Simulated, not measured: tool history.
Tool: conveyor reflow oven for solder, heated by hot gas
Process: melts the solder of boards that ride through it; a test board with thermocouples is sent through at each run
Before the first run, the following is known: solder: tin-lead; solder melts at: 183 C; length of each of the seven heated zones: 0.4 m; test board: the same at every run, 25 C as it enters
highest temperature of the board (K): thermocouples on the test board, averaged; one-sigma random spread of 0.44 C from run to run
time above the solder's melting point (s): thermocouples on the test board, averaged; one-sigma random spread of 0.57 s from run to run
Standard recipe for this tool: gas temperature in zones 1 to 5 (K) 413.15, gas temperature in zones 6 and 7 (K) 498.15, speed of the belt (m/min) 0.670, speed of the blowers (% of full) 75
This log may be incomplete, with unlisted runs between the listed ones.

run,day,gas temperature in zones 1 to 5 (K),gas temperature in zones 6 and 7 (K),speed of the belt (m/min),speed of the blowers (% of full),highest temperature of the board (K),time above the solder's melting point (s)
1,0.000,413.15,498.15,0.670,75,482.05,48.1
2,3.617,413.15,498.15,0.709,75,480.15,43.1
3,6.696,413.15,498.15,0.709,75,479.25,41.3
4,10.267,413.15,498.15,0.709,75,478.35,41.7
5,14.062,413.15,498.15,0.709,61,473.15,32.2
6,16.571,413.15,498.15,0.782,75,473.65,31.5
7,18.542,413.15,498.15,0.782,75,473.55,30.2
8,21.133,413.15,498.15,0.782,75,473.05,30.5
9,24.667,413.15,498.15,0.782,75,472.15,29.4
10,26.512,413.15,509.15,0.670,75,486.35,50.6
11,28.192,413.15,509.15,0.670,75,486.35,51.9
# day 29.479: flux residue cleaned out of gas plates and filters
12,30.458,413.15,498.15,0.670,75,481.95,48.8
13,34.458,413.15,498.15,0.654,75,482.65,49.6
14,36.550,413.15,498.15,0.654,75,481.35,49.9
15,39.871,413.15,498.15,0.654,75,481.55,49.7
16,43.842,413.15,498.15,0.567,75,484.85,60.9
17,45.671,413.15,498.15,0.670,64,476.35,40.5
# day 48.250: thermocouples of zones 6 and 7 changed
18,49.521,413.15,498.15,0.670,64,475.05,39.1
# day 51.679: belt drive overhauled, speed set with a stopwatch
19,53.612,413.15,498.15,0.550,71,481.75,58.2
20,56.396,419.15,498.15,0.550,71,482.75,60.6
# day 59.100: flux residue cleaned out of gas plates and filters
21,59.217,419.15,498.15,0.550,71,487.05,66.7
22,63.150,413.15,495.15,0.637,75,480.35,48.1
23,65.012,422.15,498.15,0.704,75,480.75,47.6
24,67.725,413.15,498.15,0.670,65,477.75,40.1
25,69.721,413.15,498.15,0.670,65,476.65,40.4
26,71.700,413.15,498.15,0.670,65,476.05,39.7
27,74.767,427.15,508.15,0.564,75,496.05,75.4
28,78.062,419.15,498.15,0.542,75,486.65,66.5
29,79.838,420.15,492.15,0.559,75,479.75,59.2
30,81.875,420.15,492.15,0.559,75,479.65,60.2
31,83.662,420.15,492.15,0.559,75,480.25,57.9

Alternative continuations, all from the tool just after run 31; predict every row:
A,85.317,420.15,503.15,0.559,75,?,?
B,85.317,413.15,504.15,0.670,83,?,?
C,85.317,413.15,501.15,0.598,61,?,?

run,highest temperature of the board (K),time above the solder's melting point (s)
A,489.15,67.7
B,484.55,49.1
C,478.45,47.8
Stripped of hidden state, with their random variation kept, the same runs would have yielded:
run,highest temperature of the board (K),time above the solder's melting point (s)
A,491.85,70.2
B,488.55,52.9
C,481.45,51.8
